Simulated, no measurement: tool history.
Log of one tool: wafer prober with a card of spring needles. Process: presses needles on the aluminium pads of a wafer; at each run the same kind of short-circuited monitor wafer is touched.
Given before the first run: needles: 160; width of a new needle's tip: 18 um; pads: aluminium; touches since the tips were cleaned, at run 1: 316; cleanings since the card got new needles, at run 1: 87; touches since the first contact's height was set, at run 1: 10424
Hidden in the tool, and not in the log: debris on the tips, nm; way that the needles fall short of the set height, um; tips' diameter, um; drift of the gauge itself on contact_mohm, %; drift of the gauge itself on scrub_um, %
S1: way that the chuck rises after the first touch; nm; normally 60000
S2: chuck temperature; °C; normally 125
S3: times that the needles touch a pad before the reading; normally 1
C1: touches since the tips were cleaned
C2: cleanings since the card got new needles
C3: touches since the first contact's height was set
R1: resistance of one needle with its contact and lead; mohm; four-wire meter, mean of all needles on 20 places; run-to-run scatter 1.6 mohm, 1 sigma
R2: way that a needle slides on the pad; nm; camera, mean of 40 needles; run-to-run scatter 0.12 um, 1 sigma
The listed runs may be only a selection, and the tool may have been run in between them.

Run 1, hour 0: usual settings; C1 316; C2 87; C3 10424. Result: R1 177 mohm, R2 8420 nm.
At hour 4.1: tips cleaned on abrasive film.
At hour 9.1: tips cleaned on abrasive film.
At hour 14.2: tips cleaned on abrasive film.
Run 2, hour 17.1: usual settings; C1 1262; C2 90; C3 17625. Result: R1 201 mohm, R2 8290 nm.
At hour 19.2: tips cleaned on abrasive film.
At hour 23.6: tips cleaned on abrasive film.
Run 3, hour 27.3: usual settings; C1 1574; C2 92; C3 21905. Result: R1 219 mohm, R2 8410 nm.
At hour 28.3: tips cleaned on abrasive film.
At hour 33.5: tips cleaned on abrasive film.
At hour 38.3: tips cleaned on abrasive film.
Run 4, hour 40.2: usual settings but S3 2; C1 813; C2 95; C3 27288. Result: R1 180 mohm, R2 8550 nm.
At hour 43.5: tips cleaned on abrasive film.
At hour 48: tips cleaned on abrasive film.
Run 5, hour 51.1: usual settings but S2 48 °C; C1 1328; C2 97; C3 31883. Result: R1 200 mohm, R2 8250 nm.
At hour 53.2: tips cleaned on abrasive film.
At hour 58.4: tips cleaned on abrasive film.
At hour 63.7: tips cleaned on abrasive film.
At hour 68.9: tips cleaned on abrasive film.
Run 6, hour 68.9: usual settings but S2 48 °C; C1 21; C2 101; C3 39345. Result: R1 157 mohm, R2 7900 nm.
At hour 73.9: tips cleaned on abrasive film.
At hour 79.1: tips cleaned on abrasive film.
At hour 84.4: tips cleaned on abrasive film.
Run 7, hour 86.8: usual settings but S2 48 °C; C1 1037; C2 104; C3 46895. Result: R1 196 mohm, R2 8290 nm.
At hour 88.9: tips cleaned on abrasive film.
At hour 94.1: tips cleaned on abrasive film.
Run 8, hour 98: usual settings but S2 48 °C; C1 1690; C2 106; C3 51600. Result: R1 221 mohm, R2 8080 nm.
At hour 99.2: tips cleaned on abrasive film.
At hour 103.6: tips cleaned on abrasive film.
At hour 108.2: tips cleaned on abrasive film.
Run 9, hour 108.2: usual settings; C1 0; C2 109; C3 55811. Result: R1 168 mohm, R2 7970 nm.
At hour 113: tips cleaned on abrasive film.
At hour 117.4: tips cleaned on abrasive film.
Run 10, hour 120.5: usual settings; C1 1361; C2 111; C3 61027. Result: R1 221 mohm, R2 8050 nm.
At hour 122.8: tips cleaned on abrasive film.
At hour 128: tips cleaned on abrasive film.
At hour 133: tips cleaned on abrasive film.
Run 11, hour 134: usual settings; C1 431; C2 114; C3 66667. Result: R1 188 mohm, R2 7990 nm.
At hour 135.4: height of the first contact set anew.
At hour 138.7: tips cleaned on abrasive film.
At hour 143.9: tips cleaned on abrasive film.
Run 12, hour 144: usual settings but S3 3; C1 61; C2 116; C3 3604. Result: R1 174 mohm, R2 7700 nm.
At hour 149.2: tips cleaned on abrasive film.
At hour 154.4: tips cleaned on abrasive film.
Run 13, hour 156.6: usual settings but S3 3; C1 933; C2 118; C3 8915. Result: R1 184 mohm, R2 7610 nm.
At hour 159.8: tips cleaned on abrasive film.
At hour 164.5: tips cleaned on abrasive film.
Run 14, hour 164.5: usual settings but S3 3; C1 0; C2 120; C3 12224. Result: R1 170 mohm, R2 7690 nm.
At hour 169.7: tips cleaned on abrasive film.
At hour 174.1: tips cleaned on abrasive film.
At hour 179: tips cleaned on abrasive film.
Run 15, hour 179: usual settings; C1 0; C2 123; C3 18289. Result: R1 172 mohm, R2 7690 nm.
At hour 184.1: tips cleaned on abrasive film.
At hour 189.2: tips cleaned on abrasive film.
At hour 194: tips cleaned on abrasive film.
Run 16, hour 194.9: usual settings but S1 41000 nm; C1 392; C2 126; C3 24993. Result: R1 267 mohm, R2 4930 nm.
At hour 198.5: tips cleaned on abrasive film.
At hour 202.9: tips cleaned on abrasive film.
At hour 207.9: tips cleaned on abrasive film.
Run 17, hour 208.5: usual settings but S2 78 °C, S3 3; C1 264; C2 129; C3 30689. Result: R1 164 mohm, R2 7650 nm.
At hour 212.6: tips cleaned on abrasive film.
At hour 217: tips cleaned on abrasive film.
At hour 221.4: height of the first contact set anew, once more.
Run 18, hour 221.4: usual settings but S2 56 °C, S3 3; C1 1745; C2 131; C3 0. Result: R1 175 mohm, R2 8490 nm.
At hour 222.6: tips cleaned on abrasive film.
At hour 227.5: tips cleaned on abrasive film.
Run 19, hour 229.5: usual settings but S1 79000 nm, S2 89 °C; C1 888; C2 133; C3 3397. Result: R1 165 mohm, R2 11250 nm.
At hour 232.5: tips cleaned on abrasive film.
At hour 237.2: tips cleaned on abrasive film.
Run 20, hour 239.6: usual settings but S1 73000 nm; C1 1024; C2 135; C3 7606. Result: R1 180 mohm, R2 10290 nm.
At hour 241.8: tips cleaned on abrasive film.
At hour 247.2: tips cleaned on abrasive film.
At hour 252.7: tips cleaned on abrasive film.
Run 21, hour 256.9: usual settings but S1 50000 nm, S3 2; C1 1789; C2 138; C3 14892. Result: R1 231 mohm, R2 6920 nm.
At hour 258: tips cleaned on abrasive film.
At hour 262.9: tips cleaned on abrasive film.
At hour 267.8: tips cleaned on abrasive film.
Run 22, hour 269.6: usual settings but S1 50000 nm, S3 2; C1 753; C2 141; C3 20209. Result: R1 202 mohm, R2 6850 nm.
At hour 272.7: tips cleaned on abrasive film.
At hour 278.1: tips cleaned on abrasive film.
Run 23, hour 279.6: usual settings but S1 50000 nm, S3 2; C1 631; C2 143; C3 24419. Result: R1 204 mohm, R2 6880 nm.
At hour 282.8: tips cleaned on abrasive film.
Run 24, hour 287: usual settings but S2 72 °C, S3 2; C1 1815; C2 144; C3 27540. Result: R1 204 mohm, R2 8280 nm.
At hour 288.2: tips cleaned on abrasive film.
At hour 293.5: tips cleaned on abrasive film.
At hour 298.1: tips cleaned on abrasive film.
At hour 302.5: tips cleaned on abrasive film.
Run 25, hour 303.4: usual settings but S2 63 °C, S3 2; C1 377; C2 148; C3 34379. Result: R1 166 mohm, R2 8390 nm.
At hour 307.6: tips cleaned on abrasive film.
At hour 312.9: tips cleaned on abrasive film.
At hour 318.1: tips cleaned on abrasive film.
Run 26, hour 319.9: usual settings but S2 63 °C, S3 2; C1 752; C2 151; C3 41319. Result: R1 174 mohm, R2 8280 nm.
At hour 322.8: tips cleaned on abrasive film.
At hour 327.9: tips cleaned on abrasive film.
At hour 332.9: tips cleaned on abrasive film.
Run 27, hour 334.1: usual settings but S2 46 °C, S3 2; C1 505; C2 154; C3 47287. Result: R1 168 mohm, R2 8120 nm.
At hour 337.9: tips cleaned on abrasive film.
At hour 342.8: tips cleaned on abrasive film.
Run 28, hour 344.4: usual settings but S1 47000 nm, S2 70 °C; C1 710; C2 156; C3 51622. Result: R1 221 mohm, R2 6230 nm.
At hour 347.5: tips cleaned on abrasive film.
At hour 352.7: tips cleaned on abrasive film.
At hour 358: tips cleaned on abrasive film.
Run 29, hour 359.5: usual settings but S1 59000 nm, S2 70 °C; C1 650; C2 159; C3 57970. Result: R1 197 mohm, R2 8070 nm.

Some steps in R1 between neighbouring runs. How much of each would the tool show without its hidden state too (settings, what came in, random variation), and how much is left for the hidden state, with any gauge scatter that isn't in both results?
Run 15 -> 16: S1 60000 -> 41000, tips cleaned on abrasive film, tips cleaned on abrasive film, tips cleaned on abrasive film. R1 +95 mohm: hidden state +80, all else +15.
Run 16 -> 17: S1 41000 -> 60000, S2 125 -> 78, S3 1 -> 3, tips cleaned on abrasive film, tips cleaned on abrasive film, tips cleaned on abrasive film. R1 -103 mohm: hidden state -78, all else -25.

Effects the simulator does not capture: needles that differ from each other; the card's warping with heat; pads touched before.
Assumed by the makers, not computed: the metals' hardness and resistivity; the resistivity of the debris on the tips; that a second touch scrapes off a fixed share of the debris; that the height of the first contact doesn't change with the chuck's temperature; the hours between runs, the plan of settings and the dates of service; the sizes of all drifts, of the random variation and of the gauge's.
